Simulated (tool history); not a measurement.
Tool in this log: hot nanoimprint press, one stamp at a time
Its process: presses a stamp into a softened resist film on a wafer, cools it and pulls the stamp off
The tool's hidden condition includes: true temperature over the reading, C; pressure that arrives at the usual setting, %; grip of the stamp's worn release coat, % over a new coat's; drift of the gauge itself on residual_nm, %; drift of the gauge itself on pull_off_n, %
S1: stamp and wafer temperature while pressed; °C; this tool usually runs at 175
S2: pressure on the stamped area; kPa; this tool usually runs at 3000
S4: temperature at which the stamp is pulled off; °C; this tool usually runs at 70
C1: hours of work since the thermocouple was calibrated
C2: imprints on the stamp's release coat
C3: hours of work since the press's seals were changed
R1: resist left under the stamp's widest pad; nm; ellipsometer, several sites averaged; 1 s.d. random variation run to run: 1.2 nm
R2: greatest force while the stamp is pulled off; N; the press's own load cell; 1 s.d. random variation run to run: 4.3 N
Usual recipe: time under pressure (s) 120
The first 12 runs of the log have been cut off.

run 13 hour=119.3 | S1=175 S2=3000 time_under_pressure_(s)=110 S4=70 | C1=154 C2=719 C3=199 | R1=215.2 R2=208
run 14 hour=129.2 | S1=175 S2=3000 time_under_pressure_(s)=120 S4=70 | C1=158 C2=736 C3=203 | R1=208.6 R2=211
run 15 hour=139.4 | S1=175 S2=3000 time_under_pressure_(s)=120 S4=70 | C1=162 C2=754 C3=207 | R1=208.3 R2=204
run 16 hour=146.4 | S1=173 S2=3480 time_under_pressure_(s)=140 S4=60 | C1=165 C2=766 C3=210 | R1=198.8 R2=226
run 17 hour=151.8 | S1=173 S2=3480 time_under_pressure_(s)=140 S4=60 | C1=167 C2=775 C3=212 | R1=202.7 R2=229
run 18 hour=162.4 | S1=175 S2=4440 time_under_pressure_(s)=90 S4=64 | C1=172 C2=794 C3=216 | R1=196.7 R2=222
run 19 hour=172.7 | S1=175 S2=4730 time_under_pressure_(s)=226 S4=57 | C1=176 C2=812 C3=221 | R1=138.4 R2=225
run 20 hour=184.4 | S1=178 S2=3000 time_under_pressure_(s)=120 S4=61 | C1=181 C2=832 C3=226 | R1=188.8 R2=229
run 21 hour=193 | S1=167 S2=3000 time_under_pressure_(s)=120 S4=61 | C1=185 C2=847 C3=229 | R1=262.1 R2=235
run 22 hour=202.2 | S1=167 S2=3000 time_under_pressure_(s)=120 S4=56 | C1=188 C2=863 C3=233 | R1=266.1 R2=244
run 23 hour=213.8 | S1=176 S2=3000 time_under_pressure_(s)=145 S4=71 | C1=193 C2=883 C3=238 | R1=190 R2=209
run 24 hour=221.9 | S1=184 S2=2120 time_under_pressure_(s)=120 S4=66 | C1=196 C2=897 C3=241 | R1=182.5 R2=223
run 25 hour=233.8 | S1=177 S2=4460 time_under_pressure_(s)=120 S4=70 | C1=201 C2=918 C3=246 | R1=167.4 R2=204
run 26 hour=239.6 | S1=182 S2=3470 time_under_pressure_(s)=179 S4=77 | C1=204 C2=928 C3=248 | R1=132.7 R2=200
run 27 hour=247.8 | S1=182 S2=2520 time_under_pressure_(s)=160 S4=77 | C1=207 C2=942 C3=252 | R1=162.6 R2=196
run 28 hour=260 | S1=182 S2=2520 time_under_pressure_(s)=160 S4=77 | C1=212 C2=963 C3=257 | R1=162.6 R2=195
run 29 hour=265.4 | S1=182 S2=2520 time_under_pressure_(s)=160 S4=77 | C1=214 C2=973 C3=259 | R1=163 R2=198
run 30 hour=271.8 | S1=170 S2=3000 time_under_pressure_(s)=159 S4=70 | C1=217 C2=984 C3=262 | R1=231.3 R2=203

Consider 3 possible next runs. They are alternatives, not a sequence: every one starts from the tool as it was left by run 30. What does each give?
run A hour=278.9 | S1=175 S2=2100 time_under_pressure_(s)=120 S4=77 | C1=220 C2=996 C3=265 | R1=? R2=?
run B hour=278.9 | S1=163 S2=3000 time_under_pressure_(s)=140 S4=58 | C1=220 C2=996 C3=265 | R1=? R2=?
run C hour=278.9 | S1=183 S2=3000 time_under_pressure_(s)=120 S4=70 | C1=220 C2=996 C3=265 | R1=? R2=?

run=A R1=237.3 R2=199
run=B R1=284.3 R2=225
run=C R1=161.3 R2=209
Take away the tool's hidden state, keep each run's random variation, and the runs would have read:
run=A R1=231.9 R2=198
run=B R1=277.8 R2=223
run=C R1=157.5 R2=208

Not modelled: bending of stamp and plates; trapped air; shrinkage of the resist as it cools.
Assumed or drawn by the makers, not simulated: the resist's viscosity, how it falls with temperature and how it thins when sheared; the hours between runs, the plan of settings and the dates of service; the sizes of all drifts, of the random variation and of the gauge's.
